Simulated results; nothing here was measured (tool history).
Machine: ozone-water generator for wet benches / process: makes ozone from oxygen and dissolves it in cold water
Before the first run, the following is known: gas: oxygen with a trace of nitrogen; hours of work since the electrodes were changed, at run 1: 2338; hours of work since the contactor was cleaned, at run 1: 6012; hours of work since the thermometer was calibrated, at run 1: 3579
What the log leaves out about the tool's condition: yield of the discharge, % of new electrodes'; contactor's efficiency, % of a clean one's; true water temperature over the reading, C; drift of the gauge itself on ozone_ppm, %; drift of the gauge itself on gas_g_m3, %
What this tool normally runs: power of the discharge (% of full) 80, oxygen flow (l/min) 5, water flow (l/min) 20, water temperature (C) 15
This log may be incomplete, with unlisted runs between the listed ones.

run	hour	power of the discharge (% of full)	oxygen flow (l/min)	water flow (l/min)	water temperature (C)	hours of work since the electrodes were changed	hours of work since the contactor was cleaned	hours of work since the thermometer was calibrated	dissolved ozone (ppm)	ozone in the gas ahead of the water (g/m3)
1	0	80	5	20	15	2338	6012	3579	21.4	188.4
2	30.1	80	5	20	15	2368	6041	3608	21.5	187.6
3	70.2	80	5	20	15	2407	6080	3647	21.1	188.7
4	117.1	80	5	20	15	2452	6126	3693	21.2	186.4
5	154.2	80	5	20	15	2489	6162	3729	21.7	187.9
6	197.8	80	5	20	19	2531	6205	3771	20.3	188.3
7	252	80	5	20	19	2584	6257	3824	20.4	188.6
8	293.2	80	5	20	15	2624	6297	3864	21.3	186.8
9	319.3	80	5	20	15	2649	6323	3890	20.9	188.5
10	375.3	41	5	20	15	2704	6377	3944	12.2	104.7
11	427.6	80	7.33	20	15	2755	6428	3995	23	163.4
12	474.7	80	5	28	15	2800	6474	4041	15.3	188.5
13	506.8	80	5	20	15	2832	6505	4072	21.3	188.6
14	539	80	5	20	15	2863	6537	4104	21.4	189.7
15	584.1	80	5	14	15	2907	6581	4147	28.6	187.9
16	636.9	80	5	14	15	2958	6632	4199	28.7	189.2
17	680.8	80	5	14	22	3001	6675	4242	25.3	188.3
# hour 689.1: water thermometer calibrated
18	729.2	80	5	20	11	3048	6721	39	22.8	189.1
19	773.5	72	8.99	20	15	3091	6764	82	21.5	139.8
20	825.8	72	8.99	20	15	3142	6815	133	21.3	139.2
21	852.9	43	4.46	20	14	3168	6842	159	12.4	115.8
22	895.5	69	5.13	16	15	3210	6883	201	23	164.1
23	947.9	69	5.13	16	15	3261	6934	252	23	166.4
24	998.1	73	5.13	19	15	3309	6983	301	21	175
25	1053.9	73	4.41	19	7	3364	7037	355	21.8	184
26	1115.3	80	7.68	20	15	3423	7097	415	23.2	163.4
27	1151.8	42	2.81	20	12	3459	7133	450	10.9	134.2
28	1184.2	99	2.81	13	12	3491	7164	482	33.7	283.5
29	1233.4	99	7.51	13	12	3538	7212	530	39.8	197.3
30	1265.1	99	6.7	13	15	3569	7243	561	36.9	207.1
# hour 1302.8: gauge calibrated
31	1313.2	99	3.03	21	11	3616	7290	607	22.1	266.9
32	1373.2	77	5.55	13	11	3674	7348	666	31.9	173.8

Below are 3 alternative next runs, each starting from the tool's condition after run 32. Predict each:
A	1407.1	80	3.49	20	20	3707	7381	699	?	?
B	1407.1	80	5.34	20	11	3707	7381	699	?	?
C	1407.1	92	5	20	16	3707	7381	699	?	?

run	dissolved ozone (ppm)	ozone in the gas ahead of the water (g/m3)
A	18.5	213.1
B	23.1	181
C	23.8	210
Take away the tool's hidden state, keep each run's random variation, and the runs would have read:
run	dissolved ozone (ppm)	ozone in the gas ahead of the water (g/m3)
A	18.5	212.7
B	23.2	180.7
C	23.8	209.6
